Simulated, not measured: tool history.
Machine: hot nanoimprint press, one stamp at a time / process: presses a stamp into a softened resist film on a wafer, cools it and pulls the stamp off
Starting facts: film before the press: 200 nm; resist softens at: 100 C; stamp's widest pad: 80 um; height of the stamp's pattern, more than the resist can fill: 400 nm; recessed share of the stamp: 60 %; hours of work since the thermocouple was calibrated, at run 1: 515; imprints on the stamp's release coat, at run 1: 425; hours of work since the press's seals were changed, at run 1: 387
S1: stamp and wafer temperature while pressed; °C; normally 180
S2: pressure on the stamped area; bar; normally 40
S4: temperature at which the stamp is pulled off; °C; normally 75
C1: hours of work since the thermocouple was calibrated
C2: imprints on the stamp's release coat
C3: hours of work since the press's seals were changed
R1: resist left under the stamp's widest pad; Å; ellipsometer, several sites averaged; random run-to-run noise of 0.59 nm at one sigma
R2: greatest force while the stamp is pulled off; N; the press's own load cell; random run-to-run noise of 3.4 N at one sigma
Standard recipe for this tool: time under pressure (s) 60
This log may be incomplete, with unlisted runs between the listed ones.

{"run": 1, "hour": 0.0, "S1": 180, "S2": 40, "time under pressure (s)": 60, "S4": 75, "C1": 515, "C2": 425, "C3": 387, "R1": 1263, "R2": 191}
{"run": 2, "hour": 24.0, "S1": 180, "S2": 40, "time under pressure (s)": 43, "S4": 75, "C1": 532, "C2": 492, "C3": 404, "R1": 1385, "R2": 189}
{"run": 3, "hour": 44.4, "S1": 180, "S2": 40, "time under pressure (s)": 43, "S4": 75, "C1": 546, "C2": 549, "C3": 418, "R1": 1390, "R2": 194}
{"run": 4, "hour": 56.0, "S1": 180, "S2": 40, "time under pressure (s)": 43, "S4": 75, "C1": 555, "C2": 581, "C3": 427, "R1": 1385, "R2": 196}
{"run": 5, "hour": 76.2, "S1": 180, "S2": 40, "time under pressure (s)": 43, "S4": 75, "C1": 569, "C2": 637, "C3": 441, "R1": 1377, "R2": 197}
{"run": 6, "hour": 98.3, "S1": 180, "S2": 40, "time under pressure (s)": 43, "S4": 75, "C1": 585, "C2": 698, "C3": 457, "R1": 1388, "R2": 203}
{"hour": 119.3, "done": "plate thermocouple calibrated"}
{"run": 7, "hour": 121.5, "S1": 180, "S2": 40, "time under pressure (s)": 43, "S4": 75, "C1": 2, "C2": 754, "C3": 472, "R1": 1317, "R2": 201}
{"run": 8, "hour": 137.7, "S1": 180, "S2": 40, "time under pressure (s)": 43, "S4": 75, "C1": 13, "C2": 799, "C3": 483, "R1": 1309, "R2": 200}
{"run": 9, "hour": 158.3, "S1": 180, "S2": 40, "time under pressure (s)": 43, "S4": 75, "C1": 28, "C2": 856, "C3": 498, "R1": 1317, "R2": 202}
{"run": 10, "hour": 180.1, "S1": 173, "S2": 40, "time under pressure (s)": 60, "S4": 75, "C1": 44, "C2": 916, "C3": 514, "R1": 1396, "R2": 213}
{"run": 11, "hour": 200.8, "S1": 173, "S2": 40, "time under pressure (s)": 60, "S4": 75, "C1": 58, "C2": 974, "C3": 528, "R1": 1417, "R2": 212}
{"run": 12, "hour": 225.8, "S1": 173, "S2": 40, "time under pressure (s)": 60, "S4": 75, "C1": 76, "C2": 1043, "C3": 546, "R1": 1409, "R2": 222}
{"run": 13, "hour": 240.9, "S1": 173, "S2": 40, "time under pressure (s)": 60, "S4": 75, "C1": 87, "C2": 1085, "C3": 557, "R1": 1395, "R2": 216}
{"run": 14, "hour": 258.0, "S1": 173, "S2": 33, "time under pressure (s)": 60, "S4": 75, "C1": 99, "C2": 1133, "C3": 569, "R1": 1489, "R2": 212}
{"run": 15, "hour": 273.0, "S1": 173, "S2": 33, "time under pressure (s)": 60, "S4": 75, "C1": 110, "C2": 1174, "C3": 580, "R1": 1490, "R2": 217}
{"run": 16, "hour": 297.7, "S1": 180, "S2": 47.5, "time under pressure (s)": 60, "S4": 75, "C1": 128, "C2": 1243, "C3": 598, "R1": 1143, "R2": 226}
{"run": 17, "hour": 311.2, "S1": 180, "S2": 58, "time under pressure (s)": 63, "S4": 75, "C1": 138, "C2": 1280, "C3": 608, "R1": 1038, "R2": 222}
{"hour": 321.3, "done": "stamp cleaned and given a new release coat"}
{"run": 18, "hour": 338.3, "S1": 180, "S2": 58, "time under pressure (s)": 63, "S4": 75, "C1": 153, "C2": 48, "C3": 623, "R1": 1039, "R2": 165}
{"run": 19, "hour": 362.9, "S1": 192, "S2": 60.3, "time under pressure (s)": 63, "S4": 75, "C1": 170, "C2": 116, "C3": 640, "R1": 744, "R2": 176}
{"run": 20, "hour": 376.9, "S1": 192, "S2": 60.3, "time under pressure (s)": 63, "S4": 75, "C1": 180, "C2": 155, "C3": 650, "R1": 755, "R2": 167}
{"run": 21, "hour": 392.1, "S1": 192, "S2": 60.3, "time under pressure (s)": 63, "S4": 75, "C1": 191, "C2": 197, "C3": 661, "R1": 742, "R2": 174}
{"run": 22, "hour": 409.5, "S1": 192, "S2": 60.3, "time under pressure (s)": 60, "S4": 75, "C1": 204, "C2": 245, "C3": 674, "R1": 764, "R2": 179}
{"run": 23, "hour": 424.6, "S1": 192, "S2": 60.3, "time under pressure (s)": 60, "S4": 78, "C1": 215, "C2": 287, "C3": 685, "R1": 760, "R2": 171}
{"run": 24, "hour": 442.8, "S1": 186, "S2": 30.8, "time under pressure (s)": 119, "S4": 78, "C1": 228, "C2": 338, "C3": 698, "R1": 940, "R2": 176}
{"run": 25, "hour": 454.2, "S1": 186, "S2": 30.8, "time under pressure (s)": 119, "S4": 78, "C1": 236, "C2": 369, "C3": 706, "R1": 935, "R2": 179}
{"run": 26, "hour": 470.7, "S1": 171, "S2": 42.6, "time under pressure (s)": 35, "S4": 77, "C1": 248, "C2": 415, "C3": 718, "R1": 1618, "R2": 179}
{"run": 27, "hour": 485.1, "S1": 182, "S2": 56.7, "time under pressure (s)": 110, "S4": 75, "C1": 258, "C2": 455, "C3": 728, "R1": 821, "R2": 190}
{"run": 28, "hour": 498.0, "S1": 180, "S2": 40, "time under pressure (s)": 60, "S4": 67, "C1": 267, "C2": 491, "C3": 737, "R1": 1235, "R2": 207}
{"hour": 513.5, "done": "press's hydraulic seals changed and the load cell set to zero"}
{"run": 29, "hour": 525.5, "S1": 176, "S2": 40, "time under pressure (s)": 60, "S4": 64, "C1": 281, "C2": 545, "C3": 9, "R1": 1343, "R2": 222}
{"run": 30, "hour": 538.0, "S1": 180, "S2": 46.4, "time under pressure (s)": 44, "S4": 75, "C1": 290, "C2": 579, "C3": 18, "R1": 1262, "R2": 198}
{"run": 31, "hour": 554.4, "S1": 180, "S2": 46.4, "time under pressure (s)": 44, "S4": 75, "C1": 302, "C2": 625, "C3": 29, "R1": 1267, "R2": 200}

Branching from run 31: 3 alternative next runs. What would each branch give?
{"run": "A", "hour": 572.2, "S1": 171, "S2": 46.4, "time under pressure (s)": 44, "S4": 75, "C1": 315, "C2": 674, "C3": 42, "R1": "?", "R2": "?"}
{"run": "B", "hour": 572.2, "S1": 180, "S2": 31.6, "time under pressure (s)": 63, "S4": 75, "C1": 315, "C2": 674, "C3": 42, "R1": "?", "R2": "?"}
{"run": "C", "hour": 572.2, "S1": 180, "S2": 26.5, "time under pressure (s)": 60, "S4": 75, "C1": 315, "C2": 674, "C3": 42, "R1": "?", "R2": "?"}

run=A R1=1509 R2=190
run=B R1=1310 R2=197
run=C R1=1404 R2=194
With the hidden condition removed and each run's random variation left untouched, the same runs would have given:
run=A R1=1477 R2=155
run=B R1=1277 R2=160
run=C R1=1372 R2=159
